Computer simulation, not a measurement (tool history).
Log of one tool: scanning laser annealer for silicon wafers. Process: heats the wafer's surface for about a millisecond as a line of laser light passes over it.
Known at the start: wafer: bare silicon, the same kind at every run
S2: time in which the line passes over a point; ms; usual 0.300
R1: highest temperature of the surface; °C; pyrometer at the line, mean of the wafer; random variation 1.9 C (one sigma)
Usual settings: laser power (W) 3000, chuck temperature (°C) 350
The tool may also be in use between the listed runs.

run 1 hour=0.0 | laser_power_(W)=3000 S2=0.300 chuck_temperature_(°C)=350 | R1=1179
run 2 hour=58.5 | laser_power_(W)=3000 S2=0.300 chuck_temperature_(°C)=350 | R1=1173
run 3 hour=101.6 | laser_power_(W)=3000 S2=0.300 chuck_temperature_(°C)=350 | R1=1175
run 4 hour=159.2 | laser_power_(W)=3000 S2=0.300 chuck_temperature_(°C)=350 | R1=1172
run 5 hour=200.9 | laser_power_(W)=3000 S2=0.300 chuck_temperature_(°C)=369 | R1=1187
run 6 hour=255.6 | laser_power_(W)=3000 S2=0.300 chuck_temperature_(°C)=369 | R1=1188
run 7 hour=284.4 | laser_power_(W)=3000 S2=0.300 chuck_temperature_(°C)=369 | R1=1188
run 8 hour=311.2 | laser_power_(W)=3000 S2=0.292 chuck_temperature_(°C)=369 | R1=1175
run 9 hour=361.1 | laser_power_(W)=3000 S2=0.300 chuck_temperature_(°C)=350 | R1=1164
run 10 hour=410.5 | laser_power_(W)=3000 S2=0.300 chuck_temperature_(°C)=363 | R1=1176
run 11 hour=436.1 | laser_power_(W)=3000 S2=0.300 chuck_temperature_(°C)=339 | R1=1151
run 12 hour=488.5 | laser_power_(W)=3000 S2=0.227 chuck_temperature_(°C)=339 | R1=1039
run 13 hour=530.1 | laser_power_(W)=3000 S2=0.300 chuck_temperature_(°C)=350 | R1=1160
run 14 hour=568.6 | laser_power_(W)=3000 S2=0.300 chuck_temperature_(°C)=350 | R1=1158
run 15 hour=614.6 | laser_power_(W)=3000 S2=0.300 chuck_temperature_(°C)=350 | R1=1159
run 16 hour=652.0 | laser_power_(W)=2919 S2=0.235 chuck_temperature_(°C)=383 | R1=1073
run 17 hour=703.0 | laser_power_(W)=3000 S2=0.372 chuck_temperature_(°C)=332 | R1=1230
run 18 hour=761.1 | laser_power_(W)=3075 S2=0.334 chuck_temperature_(°C)=323 | R1=1190
run 19 hour=814.4 | laser_power_(W)=3000 S2=0.236 chuck_temperature_(°C)=390 | R1=1097
run 20 hour=854.3 | laser_power_(W)=3000 S2=0.236 chuck_temperature_(°C)=388 | R1=1092
run 21 hour=887.8 | laser_power_(W)=2970 S2=0.300 chuck_temperature_(°C)=310 | R1=1093
run 22 hour=912.8 | laser_power_(W)=2877 S2=0.351 chuck_temperature_(°C)=353 | R1=1176
run 23 hour=940.8 | laser_power_(W)=2877 S2=0.324 chuck_temperature_(°C)=373 | R1=1161
run 24 hour=969.8 | laser_power_(W)=2877 S2=0.324 chuck_temperature_(°C)=373 | R1=1162
run 25 hour=996.0 | laser_power_(W)=3195 S2=0.248 chuck_temperature_(°C)=311 | R1=1079
-- hour=1020.1 window over the wafer cleaned
run 26 hour=1049.5 | laser_power_(W)=2828 S2=0.375 chuck_temperature_(°C)=378 | R1=1243
run 27 hour=1096.2 | laser_power_(W)=2863 S2=0.356 chuck_temperature_(°C)=313 | R1=1168
run 28 hour=1146.8 | laser_power_(W)=2863 S2=0.247 chuck_temperature_(°C)=313 | R1=1020
run 29 hour=1186.2 | laser_power_(W)=2863 S2=0.247 chuck_temperature_(°C)=313 | R1=1018
-- hour=1195.6 optics aligned, line set to its width
run 30 hour=1227.1 | laser_power_(W)=2863 S2=0.227 chuck_temperature_(°C)=313 | R1=993

Forecast each of these 4 alternatives for the next run:
run A hour=1273.3 | laser_power_(W)=2905 S2=0.360 chuck_temperature_(°C)=313 | R1=?
run B hour=1273.3 | laser_power_(W)=2952 S2=0.300 chuck_temperature_(°C)=350 | R1=?
run C hour=1273.3 | laser_power_(W)=2863 S2=0.227 chuck_temperature_(°C)=370 | R1=?
run D hour=1273.3 | laser_power_(W)=3220 S2=0.300 chuck_temperature_(°C)=364 | R1=?

run=A R1=1184
run=B R1=1161
run=C R1=1050
run=D R1=1255
Without the tool's hidden state the same runs would have given:
run=A R1=1188
run=B R1=1164
run=C R1=1053
run=D R1=1259
